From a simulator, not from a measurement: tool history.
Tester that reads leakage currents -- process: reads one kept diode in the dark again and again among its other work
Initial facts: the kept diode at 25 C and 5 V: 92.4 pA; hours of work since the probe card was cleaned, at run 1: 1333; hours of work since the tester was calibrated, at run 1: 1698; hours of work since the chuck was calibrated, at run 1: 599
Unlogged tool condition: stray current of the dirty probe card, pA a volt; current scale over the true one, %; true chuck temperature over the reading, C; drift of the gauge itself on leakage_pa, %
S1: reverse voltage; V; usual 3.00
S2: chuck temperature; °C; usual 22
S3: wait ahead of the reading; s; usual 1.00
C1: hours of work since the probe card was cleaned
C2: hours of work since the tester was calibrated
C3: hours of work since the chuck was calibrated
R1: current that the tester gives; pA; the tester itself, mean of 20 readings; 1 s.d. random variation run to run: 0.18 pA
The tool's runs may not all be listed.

Run 1, hour 0.0: usual settings; C1 1333; C2 1698; C3 599. Result: R1 56.46 pA.
Run 2, hour 245.0: usual settings; C1 1435; C2 1799; C3 701. Result: R1 56.52 pA.
At hour 424.6: chuck's temperature calibrated.
Run 3, hour 489.3: usual settings; C1 1535; C2 1900; C3 27. Result: R1 56.26 pA.
Run 4, hour 666.6: usual settings; C1 1608; C2 1973; C3 100. Result: R1 56.32 pA.
Run 5, hour 901.7: usual settings; C1 1706; C2 2070; C3 197. Result: R1 56.36 pA.
At hour 981.3: probe card cleaned and baked.
Run 6, hour 1101.5: usual settings; C1 50; C2 2152; C3 279. Result: R1 56.50 pA.
Run 7, hour 1229.9: usual settings but S2 53 °C; C1 103; C2 2205; C3 332. Result: R1 750.77 pA.
Run 8, hour 1491.0: usual settings but S2 53 °C; C1 211; C2 2313; C3 440. Result: R1 750.36 pA.
Run 9, hour 1691.1: usual settings but S2 33 °C, S3 1.50 s; C1 294; C2 2396; C3 523. Result: R1 149.10 pA.
Run 10, hour 1889.0: usual settings but S2 35 °C, S3 2.21 s; C1 376; C2 2478; C3 605. Result: R1 176.56 pA.
Run 11, hour 2159.8: usual settings but S1 1.71 V, S2 39 °C, S3 2.59 s; C1 488; C2 2590; C3 717. Result: R1 193.27 pA.
At hour 2296.4: chuck's temperature calibrated.
Run 12, hour 2314.9: usual settings but S1 2.74 V, S2 45 °C, S3 6.90 s; C1 551; C2 2653; C3 8. Result: R1 386.97 pA.
Run 13, hour 2573.6: usual settings but S2 53 °C, S3 4.19 s; C1 658; C2 2760; C3 115. Result: R1 747.86 pA.
Run 14, hour 2808.5: usual settings but S1 1.58 V, S2 53 °C, S3 1.07 s; C1 755; C2 2857; C3 212. Result: R1 562.36 pA.
Run 15, hour 3071.1: usual settings but S1 1.58 V, S2 53 °C, S3 1.07 s; C1 864; C2 2966; C3 321. Result: R1 560.52 pA.

Forecast each of these 4 alternatives for the next run:
Run A, hour 3323.4: usual settings but S1 4.84 V, S2 23 °C, S3 3.63 s; C1 968; C2 3070; C3 425. Result: R1 ?.
Run B, hour 3323.4: usual settings but S1 1.58 V, S2 53 °C, S3 5.28 s; C1 968; C2 3070; C3 425. Result: R1 ?.
Run C, hour 3323.4: usual settings but S1 3.84 V, S2 53 °C, S3 1.07 s; C1 968; C2 3070; C3 425. Result: R1 ?.
Run D, hour 3323.4: usual settings but S1 14.85 V, S2 53 °C, S3 1.07 s; C1 968; C2 3070; C3 425. Result: R1 ?.

run       R1
  A    76.37
  B   562.74
  C   836.12
  D  1534.31
Without the tool's hidden state the same runs would have given:
run       R1
  A    76.27
  B   562.14
  C   835.22
  D  1532.66
